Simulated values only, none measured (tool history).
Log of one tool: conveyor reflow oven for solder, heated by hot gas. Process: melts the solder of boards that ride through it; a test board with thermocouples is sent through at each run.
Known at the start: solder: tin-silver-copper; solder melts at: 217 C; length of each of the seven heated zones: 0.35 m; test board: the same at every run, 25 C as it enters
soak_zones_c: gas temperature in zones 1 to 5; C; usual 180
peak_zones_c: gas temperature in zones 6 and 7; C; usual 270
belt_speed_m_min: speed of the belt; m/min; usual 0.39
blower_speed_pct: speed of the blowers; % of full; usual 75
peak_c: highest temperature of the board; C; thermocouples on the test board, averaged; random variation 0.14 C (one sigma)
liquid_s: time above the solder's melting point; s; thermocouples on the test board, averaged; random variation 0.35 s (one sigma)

run	hour	soak_zones_c	peak_zones_c	belt_speed_m_min	blower_speed_pct	peak_c	liquid_s
1	0	180	270	0.39	75	261	94.1
2	20.7	180	270	0.39	75	261.2	94.4
3	36	180	270	0.39	75	261.1	94.5
4	53.5	180	272	0.39	75	263	95.5
5	67.2	180	272	0.39	75	262.7	95.6
6	88.8	180	277	0.39	75	267.4	98.4
7	104.1	180	277	0.39	75	267.4	99
8	123.1	194	270	0.39	75	262.7	103.8
9	133.4	194	270	0.39	75	262.5	103.3
10	151.2	180	270	0.39	75	260.5	94.1
11	167.5	180	270	0.39	75	260.6	93.5
12	178.9	180	270	0.39	75	260.4	93.7
13	200.9	180	270	0.39	75	260.4	93.7
14	212.3	175	270	0.39	75	259.6	91.3
15	228.6	175	270	0.39	75	259.6	90.6
16	244.2	175	270	0.39	75	259.6	90.4
17	257	192	281	0.403	83	272	104.2
18	274.8	176	270	0.39	77	258.5	90.2
19	298.7	176	270	0.39	77	260	92
20	319.2	168	275	0.39	84	264.3	92.1
21	336.2	176	262	0.355	72	253.7	97
22	358.5	176	262	0.355	72	253.7	96.5
23	380.5	181	270	0.39	68	259	94
24	402.6	190	275	0.314	59	268.5	131.6
25	422.4	190	277	0.393	59	265.3	102.1
26	438.9	190	277	0.393	59	265.4	101.2
27	450.6	190	277	0.393	59	265.1	101.9
28	462.5	180	268	0.39	75	257.9	92.4
29	484.2	180	268	0.39	75	257.7	92.5
30	495.4	180	259	0.321	57	251.6	108
31	511.9	180	270	0.428	58	254.7	79.8
32	526.2	190	270	0.39	53	258	97.5

Not shown: 3 entries that the log had between the listed runs. Between which runs, and how does the tool's hidden state differ before and after?
Between runs 10 and 11: flux residue cleaned out of gas plates and filters (hour 157.3)
  heat that the gas passes to the board, % of a clean oven's: 96 -> 93.9; belt's true speed, % of the reading: 98.24 -> 98.22; true gas temperature in zones 6 and 7 over the reading, C: 1.47 -> 1.49
  measured less the result without the state, peak_c: +1.1 -> +0.7 C; liquid_s: +2.4 -> +1.9 s
Between runs 17 and 18: thermocouples of zones 6 and 7 changed (hour 266.2)
  heat that the gas passes to the board, % of a clean oven's: 92.2 -> 91.9; belt's true speed, % of the reading: 98.07 -> 98.05; true gas temperature in zones 6 and 7 over the reading, C: 1.63 -> 0.14
  measured less the result without the state, peak_c: +0.6 -> -0.9 C; liquid_s: +2.3 -> +0.7 s
Between runs 18 and 19: flux residue cleaned out of gas plates and filters, once more (hour 283.6)
  heat that the gas passes to the board, % of a clean oven's: 91.9 -> 98.3; belt's true speed, % of the reading: 98.05 -> 98.02; true gas temperature in zones 6 and 7 over the reading, C: 0.14 -> 0.17
  measured less the result without the state, peak_c: -0.9 -> +0.4 C; liquid_s: +0.7 -> +2.2 s

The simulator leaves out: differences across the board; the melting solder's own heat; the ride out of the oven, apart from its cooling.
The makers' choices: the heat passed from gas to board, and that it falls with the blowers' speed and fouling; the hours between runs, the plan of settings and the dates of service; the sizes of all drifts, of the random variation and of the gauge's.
